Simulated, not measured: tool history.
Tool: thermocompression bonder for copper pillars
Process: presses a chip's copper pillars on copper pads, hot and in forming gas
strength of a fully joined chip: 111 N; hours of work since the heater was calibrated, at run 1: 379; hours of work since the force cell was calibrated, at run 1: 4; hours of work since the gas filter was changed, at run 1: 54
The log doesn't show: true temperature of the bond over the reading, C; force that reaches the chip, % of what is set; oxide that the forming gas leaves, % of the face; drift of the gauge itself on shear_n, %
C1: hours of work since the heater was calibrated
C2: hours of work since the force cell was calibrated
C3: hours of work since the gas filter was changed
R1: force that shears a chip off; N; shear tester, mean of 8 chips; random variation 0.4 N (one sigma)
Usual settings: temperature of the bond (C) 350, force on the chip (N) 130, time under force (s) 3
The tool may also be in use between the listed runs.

run 1 day=0 | temperature_of_the_bond_(C)=350 force_on_the_chip_(N)=130 time_under_force_(s)=3 | C1=379 C2=4 C3=54 | R1=76.6
run 2 day=0.262 | temperature_of_the_bond_(C)=350 force_on_the_chip_(N)=130 time_under_force_(s)=3 | C1=382 C2=8 C3=58 | R1=77.2
run 3 day=0.579 | temperature_of_the_bond_(C)=350 force_on_the_chip_(N)=130 time_under_force_(s)=3 | C1=387 C2=12 C3=63 | R1=76.4
run 4 day=0.8 | temperature_of_the_bond_(C)=350 force_on_the_chip_(N)=130 time_under_force_(s)=3 | C1=391 C2=16 C3=66 | R1=76.6
run 5 day=1.088 | temperature_of_the_bond_(C)=353 force_on_the_chip_(N)=130 time_under_force_(s)=3 | C1=395 C2=20 C3=71 | R1=77.5
run 6 day=1.517 | temperature_of_the_bond_(C)=350 force_on_the_chip_(N)=130 time_under_force_(s)=3 | C1=402 C2=27 C3=77 | R1=75.7
run 7 day=1.696 | temperature_of_the_bond_(C)=350 force_on_the_chip_(N)=130 time_under_force_(s)=3 | C1=404 C2=29 C3=80 | R1=75.5
run 8 day=2.104 | temperature_of_the_bond_(C)=350 force_on_the_chip_(N)=130 time_under_force_(s)=3 | C1=411 C2=36 C3=86 | R1=75.5
run 9 day=2.462 | temperature_of_the_bond_(C)=350 force_on_the_chip_(N)=130 time_under_force_(s)=3 | C1=416 C2=41 C3=91 | R1=75.8
run 10 day=2.862 | temperature_of_the_bond_(C)=350 force_on_the_chip_(N)=130 time_under_force_(s)=3 | C1=422 C2=47 C3=98 | R1=75.3
run 11 day=3.054 | temperature_of_the_bond_(C)=350 force_on_the_chip_(N)=130 time_under_force_(s)=3 | C1=425 C2=50 C3=100 | R1=75.2
run 12 day=3.296 | temperature_of_the_bond_(C)=350 force_on_the_chip_(N)=115 time_under_force_(s)=3 | C1=429 C2=54 C3=104 | R1=68.7
run 13 day=3.642 | temperature_of_the_bond_(C)=366 force_on_the_chip_(N)=130 time_under_force_(s)=3 | C1=434 C2=59 C3=109 | R1=83
run 14 day=3.858 | temperature_of_the_bond_(C)=350 force_on_the_chip_(N)=135 time_under_force_(s)=3 | C1=437 C2=62 C3=113 | R1=76.9
run 15 day=4.054 | temperature_of_the_bond_(C)=350 force_on_the_chip_(N)=135 time_under_force_(s)=3 | C1=440 C2=65 C3=116 | R1=76.2
run 16 day=4.258 | temperature_of_the_bond_(C)=350 force_on_the_chip_(N)=130 time_under_force_(s)=3 | C1=443 C2=68 C3=119 | R1=74.1
run 17 day=4.483 | temperature_of_the_bond_(C)=350 force_on_the_chip_(N)=130 time_under_force_(s)=3 | C1=447 C2=72 C3=122 | R1=74.2
run 18 day=4.871 | temperature_of_the_bond_(C)=350 force_on_the_chip_(N)=130 time_under_force_(s)=3 | C1=453 C2=78 C3=128 | R1=73.9
run 19 day=5.171 | temperature_of_the_bond_(C)=350 force_on_the_chip_(N)=130 time_under_force_(s)=3 | C1=457 C2=82 C3=133 | R1=74.5
run 20 day=5.379 | temperature_of_the_bond_(C)=350 force_on_the_chip_(N)=130 time_under_force_(s)=3 | C1=460 C2=86 C3=136 | R1=74.2
run 21 day=5.667 | temperature_of_the_bond_(C)=350 force_on_the_chip_(N)=159 time_under_force_(s)=4 | C1=465 C2=90 C3=140 | R1=87.1
run 22 day=5.908 | temperature_of_the_bond_(C)=350 force_on_the_chip_(N)=159 time_under_force_(s)=4 | C1=468 C2=94 C3=144 | R1=86.8
run 23 day=6.158 | temperature_of_the_bond_(C)=350 force_on_the_chip_(N)=159 time_under_force_(s)=4 | C1=472 C2=97 C3=148 | R1=86.5
run 24 day=6.425 | temperature_of_the_bond_(C)=358 force_on_the_chip_(N)=180 time_under_force_(s)=3 | C1=476 C2=101 C3=152 | R1=90.6
run 25 day=6.721 | temperature_of_the_bond_(C)=358 force_on_the_chip_(N)=180 time_under_force_(s)=3 | C1=481 C2=106 C3=156 | R1=89.1
run 26 day=6.917 | temperature_of_the_bond_(C)=335 force_on_the_chip_(N)=178 time_under_force_(s)=4 | C1=484 C2=109 C3=159 | R1=83.5
run 27 day=7.192 | temperature_of_the_bond_(C)=350 force_on_the_chip_(N)=106 time_under_force_(s)=3 | C1=488 C2=113 C3=163 | R1=63.7
run 28 day=7.567 | temperature_of_the_bond_(C)=339 force_on_the_chip_(N)=124 time_under_force_(s)=4 | C1=494 C2=119 C3=169 | R1=69.7
-- day=7.612 forming gas filter changed
run 29 day=7.821 | temperature_of_the_bond_(C)=369 force_on_the_chip_(N)=130 time_under_force_(s)=2 | C1=497 C2=122 C3=3 | R1=83
run 30 day=8.004 | temperature_of_the_bond_(C)=376 force_on_the_chip_(N)=130 time_under_force_(s)=2 | C1=500 C2=125 C3=6 | R1=88
run 31 day=8.183 | temperature_of_the_bond_(C)=376 force_on_the_chip_(N)=130 time_under_force_(s)=2 | C1=503 C2=128 C3=9 | R1=85.9
run 32 day=8.371 | temperature_of_the_bond_(C)=376 force_on_the_chip_(N)=130 time_under_force_(s)=4 | C1=506 C2=131 C3=12 | R1=97.6
run 33 day=8.725 | temperature_of_the_bond_(C)=376 force_on_the_chip_(N)=130 time_under_force_(s)=4 | C1=511 C2=136 C3=17 | R1=97.5
run 34 day=9.008 | temperature_of_the_bond_(C)=344 force_on_the_chip_(N)=114 time_under_force_(s)=3 | C1=515 C2=140 C3=21 | R1=68.9
run 35 day=9.275 | temperature_of_the_bond_(C)=344 force_on_the_chip_(N)=159 time_under_force_(s)=8 | C1=519 C2=145 C3=25 | R1=99.3
run 36 day=9.658 | temperature_of_the_bond_(C)=353 force_on_the_chip_(N)=127 time_under_force_(s)=7 | C1=525 C2=150 C3=31 | R1=94.9
run 37 day=10 | temperature_of_the_bond_(C)=346 force_on_the_chip_(N)=132 time_under_force_(s)=2 | C1=530 C2=156 C3=36 | R1=68.2
run 38 day=10.188 | temperature_of_the_bond_(C)=346 force_on_the_chip_(N)=97 time_under_force_(s)=4 | C1=533 C2=158 C3=39 | R1=66.8
run 39 day=10.562 | temperature_of_the_bond_(C)=341 force_on_the_chip_(N)=119 time_under_force_(s)=2 | C1=539 C2=164 C3=45 | R1=60.3
run 40 day=10.796 | temperature_of_the_bond_(C)=356 force_on_the_chip_(N)=130 time_under_force_(s)=2 | C1=543 C2=168 C3=48 | R1=74.1

3 ways to go on from here, each from the tool as it stands after run 40. What would each give?
-- day=11.062 heater calibrated with a thermocouple chip
run A day=11.146 | temperature_of_the_bond_(C)=356 force_on_the_chip_(N)=114 time_under_force_(s)=4 | C1=1 C2=172 C3=52 | R1=?
-- day=11.062 heater calibrated with a thermocouple chip
run B day=11.146 | temperature_of_the_bond_(C)=372 force_on_the_chip_(N)=130 time_under_force_(s)=3 | C1=1 C2=172 C3=52 | R1=?
-- day=11.062 heater calibrated with a thermocouple chip
run C day=11.146 | temperature_of_the_bond_(C)=356 force_on_the_chip_(N)=98 time_under_force_(s)=2 | C1=1 C2=172 C3=52 | R1=?

run=A R1=79.2
run=B R1=88.5
run=C R1=57.5
Without the tool's hidden state the same runs would have given:
run=A R1=80
run=B R1=89.7
run=C R1=57.7

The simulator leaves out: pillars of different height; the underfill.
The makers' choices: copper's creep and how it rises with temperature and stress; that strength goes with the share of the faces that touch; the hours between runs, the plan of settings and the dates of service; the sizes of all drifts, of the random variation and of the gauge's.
